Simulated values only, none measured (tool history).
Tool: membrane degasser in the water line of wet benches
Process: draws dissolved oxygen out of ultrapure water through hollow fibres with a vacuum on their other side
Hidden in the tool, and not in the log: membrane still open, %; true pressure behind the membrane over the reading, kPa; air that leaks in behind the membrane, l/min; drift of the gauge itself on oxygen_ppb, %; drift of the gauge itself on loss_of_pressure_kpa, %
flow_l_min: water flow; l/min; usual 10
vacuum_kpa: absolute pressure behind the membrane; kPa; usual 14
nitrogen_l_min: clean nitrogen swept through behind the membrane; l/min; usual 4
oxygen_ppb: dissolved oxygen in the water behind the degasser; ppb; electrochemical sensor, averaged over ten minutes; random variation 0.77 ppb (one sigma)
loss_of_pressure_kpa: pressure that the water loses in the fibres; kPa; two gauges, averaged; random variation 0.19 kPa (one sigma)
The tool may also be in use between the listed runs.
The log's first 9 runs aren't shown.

run,hour,flow_l_min,vacuum_kpa,nitrogen_l_min,hours since the membrane was changed,hours since the vacuum gauge was calibrated,hours since the vacuum lines were made tight,oxygen_ppb,loss_of_pressure_kpa
10,289,8,20.4,4,937,3934,4084,90.8,30.83
11,327.1,8,20.4,4,975,3972,4122,92.7,30.93
12,360.7,8,20.4,4,1009,4005,4155,92.9,31.02
13,404.7,10,14,4,1053,4049,4199,74.1,38.27
14,433.9,10,14,4,1082,4079,4229,75.6,38.69
15,454.2,10,14,4,1102,4099,4249,76.5,38.92
16,478.3,10,14.5,4,1126,4123,4273,79.2,38.26
17,507.8,13,11.3,4.92,1156,4152,4303,65.3,49.95
18,550.9,13,11.3,4.92,1199,4196,4346,65.2,50.34
19,575.7,13,11.3,4.92,1224,4220,4370,66.7,50.25
20,606.1,13,15.6,4.92,1254,4251,4401,95.9,50.35
# hour 610.9: vacuum gauge calibrated
21,639.9,8,8.7,2.62,1287,29,4434,48.3,30.83
22,689.6,7,12.2,2.58,1337,79,4484,66.4,26.86
23,718.3,7,12.2,2.58,1366,107,4513,68,27.16
24,748.5,10,12.2,9.76,1396,138,4543,29.4,38.51
# hour 763.1: vacuum gauge calibrated, once more
25,774.2,10,12.2,9.76,1421,11,4568,29.6,38.68
26,808.2,11,12.2,2.97,1455,45,4602,90.6,42.27
27,855,11,16.8,2.97,1502,92,4649,133.6,42.88
28,902.7,6,9,6.52,1550,140,4696,15.5,23.46
29,932.5,6,9,6.52,1580,169,4726,15.1,23.13
30,973.4,6,9,6.52,1620,210,4767,15.2,23.41
31,1001,15,14,4,1648,238,4795,116.3,58.1
32,1021,15,14,4,1668,258,4815,117.7,58.05

3 ways to go on from here, each from the tool as it stands after run 32. What would each give?
A,1045.6,13,14,10.08,1693,282,4839,?,?
B,1045.6,16,27.2,4,1693,282,4839,?,?
C,1045.6,7,14,10.99,1693,282,4839,?,?

run,oxygen_ppb,loss_of_pressure_kpa
A,47.7,50.6
B,255.7,62.48
C,20,27.29
Without the tool's hidden state the same runs would have given:
run,oxygen_ppb,loss_of_pressure_kpa
A,45.6,50.08
B,248,61.84
C,18.6,27.01
